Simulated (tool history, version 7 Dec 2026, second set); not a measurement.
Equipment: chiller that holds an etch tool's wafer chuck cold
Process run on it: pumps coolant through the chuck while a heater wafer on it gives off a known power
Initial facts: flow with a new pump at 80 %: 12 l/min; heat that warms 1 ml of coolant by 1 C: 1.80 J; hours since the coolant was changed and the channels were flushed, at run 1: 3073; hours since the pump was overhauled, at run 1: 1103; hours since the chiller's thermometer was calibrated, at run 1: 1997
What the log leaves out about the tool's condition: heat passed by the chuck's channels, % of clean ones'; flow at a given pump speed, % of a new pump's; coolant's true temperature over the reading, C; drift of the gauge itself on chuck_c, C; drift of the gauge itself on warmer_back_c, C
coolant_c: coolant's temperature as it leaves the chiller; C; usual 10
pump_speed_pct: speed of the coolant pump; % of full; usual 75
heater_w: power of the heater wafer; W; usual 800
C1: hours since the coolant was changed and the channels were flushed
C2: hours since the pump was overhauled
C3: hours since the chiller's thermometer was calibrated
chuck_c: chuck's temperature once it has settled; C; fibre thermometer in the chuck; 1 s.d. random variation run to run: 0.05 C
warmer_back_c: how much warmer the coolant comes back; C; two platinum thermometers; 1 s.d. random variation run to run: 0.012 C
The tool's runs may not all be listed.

{"run": 1, "day": 0.0, "coolant_c": 10, "pump_speed_pct": 75, "heater_w": 800, "C1": 3073, "C2": 1103, "C3": 1997, "chuck_c": 15.2, "warmer_back_c": 2.37}
{"run": 2, "day": 2.096, "coolant_c": 10, "pump_speed_pct": 75, "heater_w": 800, "C1": 3123, "C2": 1154, "C3": 2047, "chuck_c": 15.09, "warmer_back_c": 2.38}
{"run": 3, "day": 4.4, "coolant_c": 18, "pump_speed_pct": 75, "heater_w": 800, "C1": 3178, "C2": 1209, "C3": 2103, "chuck_c": 23.23, "warmer_back_c": 2.37}
{"day": 4.833, "done": "coolant changed, channels flushed"}
{"day": 5.8, "done": "chiller's thermometer calibrated"}
{"run": 4, "day": 6.329, "coolant_c": 18, "pump_speed_pct": 75, "heater_w": 800, "C1": 35, "C2": 1248, "C3": 13, "chuck_c": 23.21, "warmer_back_c": 2.37}
{"run": 5, "day": 8.925, "coolant_c": 10, "pump_speed_pct": 98, "heater_w": 800, "C1": 97, "C2": 1311, "C3": 75, "chuck_c": 14.36, "warmer_back_c": 1.82}
{"run": 6, "day": 11.1, "coolant_c": 10, "pump_speed_pct": 98, "heater_w": 800, "C1": 149, "C2": 1363, "C3": 127, "chuck_c": 14.41, "warmer_back_c": 1.8}
{"run": 7, "day": 12.567, "coolant_c": 10, "pump_speed_pct": 98, "heater_w": 800, "C1": 185, "C2": 1398, "C3": 162, "chuck_c": 14.4, "warmer_back_c": 1.81}
{"run": 8, "day": 14.521, "coolant_c": 10, "pump_speed_pct": 75, "heater_w": 800, "C1": 232, "C2": 1445, "C3": 209, "chuck_c": 15.09, "warmer_back_c": 2.35}
{"run": 9, "day": 17.225, "coolant_c": 10, "pump_speed_pct": 75, "heater_w": 800, "C1": 296, "C2": 1510, "C3": 274, "chuck_c": 15.12, "warmer_back_c": 2.38}
{"run": 10, "day": 18.85, "coolant_c": 3, "pump_speed_pct": 98, "heater_w": 482, "C1": 335, "C2": 1549, "C3": 313, "chuck_c": 5.63, "warmer_back_c": 1.07}
{"run": 11, "day": 21.612, "coolant_c": 9, "pump_speed_pct": 94, "heater_w": 798, "C1": 402, "C2": 1615, "C3": 380, "chuck_c": 13.53, "warmer_back_c": 1.88}
{"run": 12, "day": 23.425, "coolant_c": 9, "pump_speed_pct": 61, "heater_w": 798, "C1": 445, "C2": 1659, "C3": 423, "chuck_c": 14.9, "warmer_back_c": 2.87}
{"run": 13, "day": 26.446, "coolant_c": 9, "pump_speed_pct": 61, "heater_w": 798, "C1": 518, "C2": 1731, "C3": 495, "chuck_c": 14.82, "warmer_back_c": 2.91}
{"run": 14, "day": 29.146, "coolant_c": 13, "pump_speed_pct": 75, "heater_w": 439, "C1": 583, "C2": 1796, "C3": 560, "chuck_c": 15.8, "warmer_back_c": 1.31}
{"run": 15, "day": 31.304, "coolant_c": 10, "pump_speed_pct": 62, "heater_w": 867, "C1": 634, "C2": 1848, "C3": 612, "chuck_c": 16.28, "warmer_back_c": 3.09}
{"run": 16, "day": 33.375, "coolant_c": 10, "pump_speed_pct": 62, "heater_w": 867, "C1": 684, "C2": 1897, "C3": 662, "chuck_c": 16.3, "warmer_back_c": 3.08}
{"run": 17, "day": 35.854, "coolant_c": 7, "pump_speed_pct": 62, "heater_w": 1141, "C1": 744, "C2": 1957, "C3": 721, "chuck_c": 15.22, "warmer_back_c": 4.06}
{"run": 18, "day": 38.146, "coolant_c": 10, "pump_speed_pct": 69, "heater_w": 818, "C1": 799, "C2": 2012, "C3": 776, "chuck_c": 15.66, "warmer_back_c": 2.64}

Alternative continuations, all from the tool just after run 18; predict every row:
{"run": "A", "day": 40.071, "coolant_c": 15, "pump_speed_pct": 67, "heater_w": 1086, "C1": 845, "C2": 2058, "C3": 823, "chuck_c": "?", "warmer_back_c": "?"}
{"run": "B", "day": 40.071, "coolant_c": 10, "pump_speed_pct": 75, "heater_w": 609, "C1": 845, "C2": 2058, "C3": 823, "chuck_c": "?", "warmer_back_c": "?"}
{"run": "C", "day": 40.071, "coolant_c": 1, "pump_speed_pct": 69, "heater_w": 818, "C1": 845, "C2": 2058, "C3": 823, "chuck_c": "?", "warmer_back_c": "?"}

run=A chuck_c=22.41 warmer_back_c=3.57
run=B chuck_c=13.93 warmer_back_c=1.8
run=C chuck_c=6.49 warmer_back_c=2.63
What these runs would have given with no unlogged condition in the tool:
run=A chuck_c=22.41 warmer_back_c=3.57
run=B chuck_c=13.93 warmer_back_c=1.8
run=C chuck_c=6.49 warmer_back_c=2.63
